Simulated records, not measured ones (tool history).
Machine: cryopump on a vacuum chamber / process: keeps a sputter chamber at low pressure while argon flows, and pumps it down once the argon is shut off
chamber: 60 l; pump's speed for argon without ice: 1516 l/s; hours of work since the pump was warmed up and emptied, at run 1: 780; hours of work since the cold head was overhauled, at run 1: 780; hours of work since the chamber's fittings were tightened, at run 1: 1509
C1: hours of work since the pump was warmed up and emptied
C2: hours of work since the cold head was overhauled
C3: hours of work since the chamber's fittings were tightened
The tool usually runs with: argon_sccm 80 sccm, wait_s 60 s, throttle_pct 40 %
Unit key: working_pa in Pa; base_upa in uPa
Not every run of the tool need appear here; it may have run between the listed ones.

Run 1, hour 0.0: usual settings; C1 780; C2 780; C3 1509. Result: working_pa 0.2371 Pa, base_upa 2.33 uPa.
Run 2, hour 55.2: usual settings; C1 806; C2 806; C3 1535. Result: working_pa 0.2360 Pa, base_upa 2.43 uPa.
Run 3, hour 121.5: usual settings; C1 837; C2 837; C3 1566. Result: working_pa 0.2348 Pa, base_upa 2.46 uPa.
Run 4, hour 178.9: usual settings but argon_sccm 102 sccm; C1 865; C2 865; C3 1593. Result: working_pa 0.3008 Pa, base_upa 2.52 uPa.
Run 5, hour 211.2: usual settings but argon_sccm 102 sccm; C1 880; C2 880; C3 1608. Result: working_pa 0.3045 Pa, base_upa 2.44 uPa.
Run 6, hour 281.8: usual settings but argon_sccm 102 sccm; C1 913; C2 913; C3 1642. Result: working_pa 0.3033 Pa, base_upa 2.51 uPa.
Run 7, hour 324.0: usual settings but argon_sccm 102 sccm; C1 933; C2 933; C3 1662. Result: working_pa 0.3030 Pa, base_upa 2.54 uPa.
Run 8, hour 392.1: usual settings but argon_sccm 102 sccm, wait_s 20 s, throttle_pct 22 %; C1 965; C2 965; C3 1694. Result: working_pa 0.5341 Pa, base_upa 5.10 uPa.
Run 9, hour 435.3: usual settings but argon_sccm 111 sccm, wait_s 20 s, throttle_pct 28 %; C1 986; C2 986; C3 1714. Result: working_pa 0.4660 Pa, base_upa 5.02 uPa.
Run 10, hour 471.7: usual settings but argon_sccm 53 sccm, wait_s 254 s, throttle_pct 29 %; C1 1003; C2 1003; C3 1732. Result: working_pa 0.2160 Pa, base_upa 1.60 uPa.
Run 11, hour 534.1: usual settings but argon_sccm 67 sccm, throttle_pct 58 %; C1 1033; C2 1033; C3 1761. Result: working_pa 0.1427 Pa, base_upa 2.54 uPa.
Run 12, hour 579.2: usual settings but wait_s 30 s, throttle_pct 26 %; C1 1054; C2 1054; C3 1783. Result: working_pa 0.3588 Pa, base_upa 3.66 uPa.

Hidden state or all else? Some run-to-run changes of working_pa, split into what the settings, what came in and random variation would give without the hidden state, and what is left for the hidden state (with any gauge scatter that isn't in both results):
The hidden state here: pump's speed, % of a pump's without ice; cold plate's temperature, K; leak into the chamber, uPa l/s; drift of the gauge itself on working_pa, %; drift of the gauge itself on base_upa, %.
Run 9 -> 10: argon_sccm 111 -> 53, wait_s 20 -> 254, throttle_pct 28 -> 29. working_pa -0.2500 Pa: hidden state -0.0119, all else -0.2381.
